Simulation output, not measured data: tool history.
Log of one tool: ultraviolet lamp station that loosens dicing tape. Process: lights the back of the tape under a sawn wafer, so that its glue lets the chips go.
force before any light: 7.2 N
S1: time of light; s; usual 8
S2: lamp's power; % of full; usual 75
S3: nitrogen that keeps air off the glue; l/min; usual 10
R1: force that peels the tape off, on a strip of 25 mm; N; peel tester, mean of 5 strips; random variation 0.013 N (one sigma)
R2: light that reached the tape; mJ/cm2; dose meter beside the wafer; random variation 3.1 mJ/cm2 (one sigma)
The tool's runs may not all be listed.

run,hour,S1,S2,S3,R1,R2
1,0,8,75,10,0.759,418
2,18.5,8,75,13,0.679,420
3,35.7,8,75,4,1.266,412
4,51.6,8,73,10,0.844,400
5,62.5,8,73,10,0.796,405
6,79.2,8,73,10,0.831,399
7,93.9,7,75,8,1.133,360
8,105.4,7,75,8,1.113,352
# hour 107.5: window cleaned of glue's vapour
9,123.5,7,75,8,1.118,362
10,135.9,7,75,8,1.161,355
11,153.1,7,75,12,0.955,353

Measured less the same run without the tool's hidden state. The same run-to-run variation is in both; the gauge's scatter may not be:
The hidden state here: lamp's light, % of a new lamp's; light that the window lets through, % of a clean one's; drift of the gauge itself on peel_n, %; drift of the gauge itself on dose_mj_cm2, %.
run,R1,R2
1,+0.143,-45
2,+0.138,-47
3,+0.222,-49
4,+0.175,-49
5,+0.17,-50
6,+0.183,-52
7,+0.229,-47
8,+0.23,-49
9,+0.242,-52
10,+0.256,-52
11,+0.231,-54
